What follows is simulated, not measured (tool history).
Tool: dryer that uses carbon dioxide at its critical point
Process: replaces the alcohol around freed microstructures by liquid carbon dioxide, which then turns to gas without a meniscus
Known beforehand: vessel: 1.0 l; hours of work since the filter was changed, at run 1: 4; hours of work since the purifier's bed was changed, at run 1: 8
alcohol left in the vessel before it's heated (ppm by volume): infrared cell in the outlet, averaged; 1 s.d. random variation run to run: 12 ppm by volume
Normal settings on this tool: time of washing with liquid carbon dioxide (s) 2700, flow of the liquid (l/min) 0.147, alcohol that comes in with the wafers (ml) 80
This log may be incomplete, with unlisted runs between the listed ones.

run   hour  time of washing with liquid carbon dioxide (s)  flow of the liquid (l/min)  alcohol that comes in with the wafers (ml)  hours of work since the filter was changed  hours of work since the purifier's bed was changed  alcohol left in the vessel before it's heated (ppm by volume)
  1      0                                            2700                       0.147                                          80                                           4                                                   8                                                            762
  2   27.2                                            2700                       0.147                                          76                                          15                                                  19                                                            730
  3   56.6                                            2700                       0.114                                          80                                          27                                                  31                                                           2347
  4   75.7                                            2700                       0.147                                          80                                          35                                                  39                                                            825
  5   95.7                                            2700                       0.147                                          80                                          43                                                  47                                                            890
  6  112.9                                            2700                       0.147                                          80                                          51                                                  54                                                            875
  7    141                                            2700                       0.147                                          80                                          62                                                  66                                                            916
  8  167.4                                            2700                       0.147                                          80                                          73                                                  77                                                            910
  9  190.7                                            2700                       0.147                                          80                                          83                                                  87                                                            981
 10  212.5                                            2700                       0.147                                          80                                          92                                                  96                                                           1023
 11  229.4                                            2700                       0.147                                          80                                          99                                                 103                                                           1005
 12  252.7                                            2700                       0.116                                          80                                         108                                                 112                                                           2649
 13  265.4                                            2700                       0.116                                          80                                         114                                                 118                                                           2600
 14  289.2                                            2700                       0.116                                          80                                         124                                                 128                                                           2676
 15  306.5                                            3540                       0.147                                          25                                         131                                                 135                                                            121
 16  327.3                                            3540                       0.147                                          25                                         139                                                 143                                                            113
 17  356.1                                            2700                       0.147                                          45                                         151                                                 155                                                            673
 18  368.4                                            1920                       0.204                                          80                                         156                                                 160                                                           1141
     383.2  -- inlet filter changed
 19  391.3                                            2700                       0.131                                          37                                           3                                                 170                                                            649
 20  413.9                                            2280                        0.17                                          26                                          13                                                 179                                                            328

Run 21, settings as shown, results not yet in. Your forecast:
 21  437.5                                            1620                       0.124                                          71                                          22                                                 189                                                              ?

Logged for run 21: alcohol left in the vessel before it's heated (ppm by volume) 7070.
Take away the tool's hidden state, keep the run-to-run variation as it was, and the same run would have given alcohol left in the vessel before it's heated (ppm by volume) 6758.
